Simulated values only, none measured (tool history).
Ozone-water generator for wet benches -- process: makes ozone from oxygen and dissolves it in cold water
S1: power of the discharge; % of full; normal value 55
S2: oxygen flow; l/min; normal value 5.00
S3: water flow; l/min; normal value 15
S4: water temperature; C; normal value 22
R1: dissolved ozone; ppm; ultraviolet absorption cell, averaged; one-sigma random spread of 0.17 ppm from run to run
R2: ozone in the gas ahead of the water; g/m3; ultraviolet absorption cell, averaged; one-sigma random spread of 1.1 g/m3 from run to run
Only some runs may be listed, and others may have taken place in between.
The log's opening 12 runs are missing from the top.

| run | hour | S1 | S2 | S3 | S4 | R1 | R2 |
|---|---|---|---|---|---|---|---|
| 13 | 939.2 | 55 | 5.00 | 16 | 22 | 20.3 | 179.5 |
| 14 | 1030.7 | 55 | 5.00 | 16 | 22 | 20.4 | 180.5 |
| 15 | 1077.3 | 55 | 5.00 | 16 | 22 | 20.2 | 180.4 |
| 16 | 1169.2 | 55 | 5.00 | 14 | 22 | 22.2 | 179.1 |
| 17 | 1278.8 | 55 | 3.04 | 13 | 22 | 22.2 | 219.2 |
| 18 | 1389.3 | 55 | 3.04 | 13 | 22 | 22.2 | 217.4 |
| 19 | 1468.0 | 55 | 3.04 | 13 | 22 | 21.8 | 216.1 |
| 20 | 1516.2 | 55 | 3.04 | 13 | 22 | 21.9 | 216.8 |
| 21 | 1570.0 | 55 | 3.37 | 13 | 22 | 22.6 | 207.2 |
| 22 | 1616.5 | 99 | 2.55 | 15 | 26 | 24.6 | 317.8 |
| 23 | 1672.6 | 51 | 2.55 | 23 | 26 | 11.7 | 225.3 |
| 24 | 1730.0 | 51 | 2.55 | 23 | 26 | 11.9 | 223.2 |
| 25 | 1781.5 | 51 | 5.13 | 15 | 24 | 19.3 | 169.1 |
| 26 | 1884.3 | 55 | 3.38 | 14 | 22 | 21.0 | 206.5 |
| 27 | 1937.4 | 76 | 3.38 | 14 | 24 | 23.8 | 244.9 |
| 28 | 2035.0 | 88 | 8.10 | 24 | 19 | 20.7 | 191.0 |
| 29 | 2105.3 | 59 | 6.70 | 15 | 22 | 21.8 | 164.4 |
| 30 | 2187.3 | 59 | 6.70 | 15 | 22 | 22.0 | 163.8 |
| 31 | 2252.5 | 58 | 3.83 | 15 | 22 | 20.9 | 202.5 |
| 32 | 2354.3 | 58 | 3.83 | 15 | 22 | 21.1 | 203.4 |

Predict each of these 3 candidate next runs independently; none follows another, all start after run 32:
| A | 2440.4 | 58 | 2.57 | 12 | 30 | ? | ? |
| B | 2440.4 | 41 | 3.83 | 15 | 14 | ? | ? |
| C | 2440.4 | 73 | 5.00 | 23 | 15 | ? | ? |

| run | R1 | R2 |
|---|---|---|
| A | 20.4 | 236.2 |
| B | 19.2 | 169.4 |
| C | 19.2 | 204.0 |
What these runs would have given with no unlogged condition in the tool:
| run | R1 | R2 |
|---|---|---|
| A | 22.0 | 250.9 |
| B | 20.5 | 177.8 |
| C | 21.0 | 218.6 |

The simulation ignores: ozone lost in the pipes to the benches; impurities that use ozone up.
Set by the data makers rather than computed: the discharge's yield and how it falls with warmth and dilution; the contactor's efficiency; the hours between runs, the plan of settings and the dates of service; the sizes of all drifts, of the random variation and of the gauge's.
